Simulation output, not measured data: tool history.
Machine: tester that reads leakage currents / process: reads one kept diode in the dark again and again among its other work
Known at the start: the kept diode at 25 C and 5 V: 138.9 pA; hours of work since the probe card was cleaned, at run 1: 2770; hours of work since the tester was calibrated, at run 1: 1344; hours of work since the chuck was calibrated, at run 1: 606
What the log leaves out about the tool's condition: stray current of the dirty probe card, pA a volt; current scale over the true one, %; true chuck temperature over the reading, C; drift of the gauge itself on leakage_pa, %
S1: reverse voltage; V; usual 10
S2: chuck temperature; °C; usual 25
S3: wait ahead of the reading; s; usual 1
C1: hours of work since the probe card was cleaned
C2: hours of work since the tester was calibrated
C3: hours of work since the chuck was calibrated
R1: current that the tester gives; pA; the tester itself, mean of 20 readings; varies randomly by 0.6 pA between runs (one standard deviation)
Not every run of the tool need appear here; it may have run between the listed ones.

Run 1, hour 0: usual settings; C1 2770; C2 1344; C3 606. Result: R1 199.64 pA.
Run 2, hour 36.4: usual settings; C1 2796; C2 1370; C3 632. Result: R1 198.06 pA.
Run 3, hour 88.1: usual settings but S1 2.1 V; C1 2832; C2 1406; C3 669. Result: R1 89.65 pA.
Run 4, hour 127.7: usual settings but S1 19 V; C1 2861; C2 1434; C3 697. Result: R1 277.27 pA.
Run 5, hour 189.4: usual settings but S1 19 V; C1 2904; C2 1478; C3 740. Result: R1 277.42 pA.
Run 6, hour 222.8: usual settings; C1 2928; C2 1502; C3 764. Result: R1 199.26 pA.
Run 7, hour 251: usual settings; C1 2948; C2 1522; C3 784. Result: R1 199.67 pA.
Run 8, hour 313: usual settings; C1 2992; C2 1565; C3 828. Result: R1 200.05 pA.
Run 9, hour 364.7: usual settings; C1 3028; C2 1602; C3 864. Result: R1 199.45 pA.
Run 10, hour 398.6: usual settings but S3 1.17 s; C1 3052; C2 1626; C3 888. Result: R1 199.08 pA.
Run 11, hour 446.6: usual settings but S3 1.17 s; C1 3086; C2 1660; C3 922. Result: R1 199.76 pA.
Run 12, hour 508.2: usual settings but S3 0.63 s; C1 3130; C2 1704; C3 966. Result: R1 199.88 pA.
Run 13, hour 538: usual settings but S1 2.2 V, S3 0.63 s; C1 3151; C2 1725; C3 987. Result: R1 92.37 pA.
Run 14, hour 572.7: usual settings but S1 2.2 V, S3 0.63 s; C1 3175; C2 1749; C3 1011. Result: R1 92.24 pA.
Run 15, hour 613.3: usual settings but S1 2.2 V, S3 1.71 s; C1 3204; C2 1778; C3 1040. Result: R1 91.18 pA.
Run 16, hour 639.5: usual settings but S1 2.2 V, S2 30 °C, S3 1.71 s; C1 3223; C2 1796; C3 1059. Result: R1 147.05 pA.
Run 17, hour 670.6: usual settings but S1 2.2 V, S2 30 °C, S3 1.71 s; C1 3245; C2 1819; C3 1081. Result: R1 147.08 pA.
Run 18, hour 732.9: usual settings but S1 18 V; C1 3289; C2 1863; C3 1125. Result: R1 269.16 pA.
Run 19, hour 779.6: usual settings but S1 18 V; C1 3322; C2 1896; C3 1158. Result: R1 269.66 pA.
At hour 794.5: chuck's temperature calibrated.
Run 20, hour 817: usual settings but S1 1.5 V, S2 45 °C, S3 1.61 s; C1 3347; C2 1921; C3 16. Result: R1 459.65 pA.
Run 21, hour 875.4: usual settings but S1 2.7 V; C1 3388; C2 1962; C3 57. Result: R1 101.78 pA.
Run 22, hour 901.4: usual settings but S1 2.7 V; C1 3407; C2 1980; C3 76. Result: R1 102.08 pA.
Run 23, hour 943: usual settings but S1 2.8 V, S2 39 °C, S3 0.4 s; C1 3436; C2 2010; C3 105. Result: R1 377.14 pA.
Run 24, hour 987.1: usual settings but S3 5.41 s; C1 3467; C2 2041; C3 136. Result: R1 198.83 pA.
Run 25, hour 1030.2: usual settings but S1 1.2 V, S2 51 °C, S3 0.73 s; C1 3498; C2 2072; C3 167. Result: R1 678.42 pA.
Run 26, hour 1091.9: usual settings but S1 10.8 V, S2 23 °C, S3 0.7 s; C1 3542; C2 2115; C3 211. Result: R1 172.04 pA.
Run 27, hour 1133.8: usual settings but S1 10.8 V, S2 23 °C, S3 0.7 s; C1 3571; C2 2145; C3 240. Result: R1 171.88 pA.
Run 28, hour 1170.9: usual settings but S2 30 °C; C1 3598; C2 2171; C3 266. Result: R1 319.74 pA.
Run 29, hour 1230.4: usual settings but S1 4.8 V, S2 41 °C; C1 3640; C2 2213; C3 308. Result: R1 586.6 pA.
Run 30, hour 1268.6: usual settings but S1 7 V, S2 24 °C; C1 3667; C2 2240; C3 336. Result: R1 150.59 pA.
Run 31, hour 1295: usual settings but S3 6.34 s; C1 3685; C2 2259; C3 354. Result: R1 199.37 pA.
Run 32, hour 1331.8: usual settings but S3 6.34 s; C1 3711; C2 2285; C3 380. Result: R1 197.53 pA.
At hour 1381.3: probe card cleaned and baked.
Run 33, hour 1381.3: usual settings but S1 1.9 V, S2 50 °C, S3 6.34 s; C1 0; C2 2318; C3 413. Result: R1 785.53 pA.
Run 34, hour 1436.2: usual settings but S1 1.9 V, S2 48 °C, S3 6.34 s; C1 39; C2 2357; C3 452. Result: R1 666.33 pA.
Run 35, hour 1472.8: usual settings but S1 1.9 V, S2 50 °C, S3 6.34 s; C1 65; C2 2383; C3 478. Result: R1 780.24 pA.
Run 36, hour 1534.5: usual settings but S1 1.9 V, S2 50 °C, S3 6.34 s; C1 108; C2 2426; C3 522. Result: R1 783.87 pA.
Run 37, hour 1572.3: usual settings but S2 38 °C; C1 135; C2 2453; C3 548. Result: R1 656.88 pA.

5 ways to go on from here, each from the tool as it stands after run 37. What would each give?
Run A, hour 1601.4: usual settings but S1 15 V, S3 5.82 s; C1 156; C2 2474; C3 569. Result: R1 ?.
Run B, hour 1601.4: usual settings but S2 32 °C; C1 156; C2 2474; C3 569. Result: R1 ?.
Run C, hour 1601.4: usual settings but S2 36 °C; C1 156; C2 2474; C3 569. Result: R1 ?.
Run D, hour 1601.4: usual settings but S1 2 V, S2 30 °C, S3 0.64 s; C1 156; C2 2474; C3 569. Result: R1 ?.
Run E, hour 1601.4: usual settings but S1 2.8 V, S3 5.86 s; C1 156; C2 2474; C3 569. Result: R1 ?.

run      R1
  A  242.93
  B   383.7
  C  549.66
  D  141.13
  E   103.7
Stripped of hidden state, with their random variation kept, the same runs would have yielded:
run      R1
  A  242.99
  B   383.8
  C  549.81
  D  141.17
  E  103.73
